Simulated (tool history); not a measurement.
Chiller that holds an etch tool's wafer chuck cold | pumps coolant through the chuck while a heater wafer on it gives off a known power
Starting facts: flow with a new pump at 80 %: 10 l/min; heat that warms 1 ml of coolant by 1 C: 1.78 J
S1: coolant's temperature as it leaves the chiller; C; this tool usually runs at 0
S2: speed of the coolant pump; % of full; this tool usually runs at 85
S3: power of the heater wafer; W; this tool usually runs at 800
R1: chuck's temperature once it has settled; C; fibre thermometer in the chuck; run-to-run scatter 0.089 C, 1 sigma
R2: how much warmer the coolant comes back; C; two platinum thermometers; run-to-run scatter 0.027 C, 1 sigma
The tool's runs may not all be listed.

{"run": 1, "hour": 0.0, "S1": 0, "S2": 85, "S3": 800, "R1": 6.37, "R2": 2.52}
{"run": 2, "hour": 103.1, "S1": 0, "S2": 85, "S3": 800, "R1": 6.42, "R2": 2.54}
{"run": 3, "hour": 244.7, "S1": 0, "S2": 85, "S3": 800, "R1": 6.42, "R2": 2.58}
{"run": 4, "hour": 352.1, "S1": 0, "S2": 85, "S3": 800, "R1": 6.38, "R2": 2.54}
{"run": 5, "hour": 437.8, "S1": 0, "S2": 85, "S3": 800, "R1": 6.45, "R2": 2.48}
{"run": 6, "hour": 614.2, "S1": 0, "S2": 85, "S3": 800, "R1": 6.34, "R2": 2.55}
{"run": 7, "hour": 701.1, "S1": 0, "S2": 85, "S3": 787, "R1": 6.45, "R2": 2.51}
{"hour": 881.0, "done": "coolant changed, channels flushed"}
{"run": 8, "hour": 892.9, "S1": 0, "S2": 85, "S3": 787, "R1": 6.46, "R2": 2.51}
{"run": 9, "hour": 997.6, "S1": 0, "S2": 85, "S3": 634, "R1": 5.08, "R2": 2.03}
{"run": 10, "hour": 1176.8, "S1": 0, "S2": 85, "S3": 634, "R1": 4.98, "R2": 2.08}
{"run": 11, "hour": 1282.4, "S1": 0, "S2": 85, "S3": 634, "R1": 4.86, "R2": 2.02}
{"run": 12, "hour": 1362.3, "S1": 4, "S2": 85, "S3": 800, "R1": 10.51, "R2": 2.57}
{"run": 13, "hour": 1458.4, "S1": 4, "S2": 85, "S3": 800, "R1": 10.55, "R2": 2.53}
{"run": 14, "hour": 1589.2, "S1": 4, "S2": 85, "S3": 800, "R1": 10.48, "R2": 2.54}
{"run": 15, "hour": 1708.6, "S1": -1, "S2": 81, "S3": 805, "R1": 5.77, "R2": 2.7}
{"run": 16, "hour": 1838.0, "S1": 5, "S2": 69, "S3": 1109, "R1": 15.38, "R2": 4.37}
{"run": 17, "hour": 1974.6, "S1": 5, "S2": 69, "S3": 1109, "R1": 15.35, "R2": 4.38}
{"run": 18, "hour": 2110.1, "S1": 5, "S2": 69, "S3": 1109, "R1": 15.63, "R2": 4.36}
{"hour": 2143.8, "done": "chiller's thermometer calibrated"}
{"run": 19, "hour": 2238.6, "S1": 5, "S2": 69, "S3": 1109, "R1": 15.42, "R2": 4.36}
{"run": 20, "hour": 2426.8, "S1": -3, "S2": 73, "S3": 453, "R1": 1.18, "R2": 1.63}
{"run": 21, "hour": 2552.7, "S1": -2, "S2": 71, "S3": 686, "R1": 4.49, "R2": 2.61}
{"run": 22, "hour": 2744.9, "S1": 0, "S2": 75, "S3": 753, "R1": 6.8, "R2": 2.76}
{"run": 23, "hour": 2889.2, "S1": 0, "S2": 85, "S3": 441, "R1": 3.78, "R2": 1.44}

Here are 3 independent what-if runs from the current tool condition. What would each one return?
{"run": "A", "hour": 3063.4, "S1": -9, "S2": 61, "S3": 639, "R1": "?", "R2": "?"}
{"run": "B", "hour": 3063.4, "S1": 8, "S2": 77, "S3": 740, "R1": "?", "R2": "?"}
{"run": "C", "hour": 3063.4, "S1": -8, "S2": 85, "S3": 448, "R1": "?", "R2": "?"}

run=A R1=-2.24 R2=2.86
run=B R1=14.57 R2=2.6
run=C R1=-4.19 R2=1.39
With no hidden state in the tool, these same runs would have given:
run=A R1=-2.51 R2=2.85
run=B R1=14.3 R2=2.59
run=C R1=-4.45 R2=1.39

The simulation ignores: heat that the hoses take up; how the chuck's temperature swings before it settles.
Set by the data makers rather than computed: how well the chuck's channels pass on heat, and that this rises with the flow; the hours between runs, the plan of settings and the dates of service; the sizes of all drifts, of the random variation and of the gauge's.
